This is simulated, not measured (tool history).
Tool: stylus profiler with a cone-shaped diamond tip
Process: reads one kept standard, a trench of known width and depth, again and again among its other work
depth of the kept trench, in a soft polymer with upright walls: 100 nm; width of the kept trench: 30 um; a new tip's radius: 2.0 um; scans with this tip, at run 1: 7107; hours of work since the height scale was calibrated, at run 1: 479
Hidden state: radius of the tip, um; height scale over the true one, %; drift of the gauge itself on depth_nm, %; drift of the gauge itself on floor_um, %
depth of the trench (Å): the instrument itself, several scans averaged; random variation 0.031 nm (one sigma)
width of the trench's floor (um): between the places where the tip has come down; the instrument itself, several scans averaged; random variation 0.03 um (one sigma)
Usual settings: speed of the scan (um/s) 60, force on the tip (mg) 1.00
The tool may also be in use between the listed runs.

run   hour  speed of the scan (um/s)  force on the tip (mg)  scans with this tip  hours of work since the height scale was calibrated  depth of the trench (Å)  width of the trench's floor (um)
  1    0.0                        60                   1.00                 7107                                                  479                   1008.8                             27.87
  2   45.4                        60                   1.00                 7502                                                  506                   1008.7                             27.83
  3  103.6                        60                   1.00                 8008                                                  540                   1008.6                             27.76
  4  148.1                        60                   1.00                 8395                                                  566                   1009.4                             27.74
  5  216.1                        60                   1.00                 8987                                                  606                   1009.0                             27.72
  6  257.8                        60                   0.95                 9350                                                  630                   1009.1                             27.69
  7  325.8                        60                   0.95                 9942                                                  670                   1009.2                             27.74
  8  395.7                        60                   0.95                10550                                                  711                   1009.4                             27.58
  9  451.4                        60                   0.95                11035                                                  744                   1010.3                             27.56
 10  493.9                        60                   0.95                11405                                                  769                   1010.0                             27.63
 11  562.4                        32                   0.70                12001                                                  809                   1008.8                             27.76
 12  609.6                        15                   2.93                12411                                                  837                   1017.8                             27.78
     614.5  -- height scale calibrated on a step standard
 13  664.0                        84                   0.50                12880                                                   29                   1009.7                             27.29
 14  723.1                        84                   0.50                13395                                                   64                   1009.9                             27.27
 15  766.1                       147                   0.50                13769                                                   89                   1009.2                             26.75
 16  811.6                       179                   0.67                14165                                                  116                   1011.1                             26.69
     825.0  -- new tip fitted, height scale calibrated
 17  874.2                       104                   0.53                  427                                                   29                   1005.0                             28.01

3 ways to go on from here, each from the tool as it stands after run 17. What would each give?
  A  907.2                        22                   0.34                  715                                                   48                        ?                                 ?
  B  907.2                        60                   2.85                  715                                                   48                        ?                                 ?
  C  907.2                       134                   1.00                  715                                                   48                        ?                                 ?

run  depth of the trench (Å)  width of the trench's floor (um)
  A                   1003.8                             28.48
  B                   1014.5                             28.51
  C                   1007.4                             28.05
Without the tool's hidden state the same runs would have given:
run  depth of the trench (Å)  width of the trench's floor (um)
  A                   1003.5                             28.55
  B                   1014.1                             28.58
  C                   1007.0                             28.12
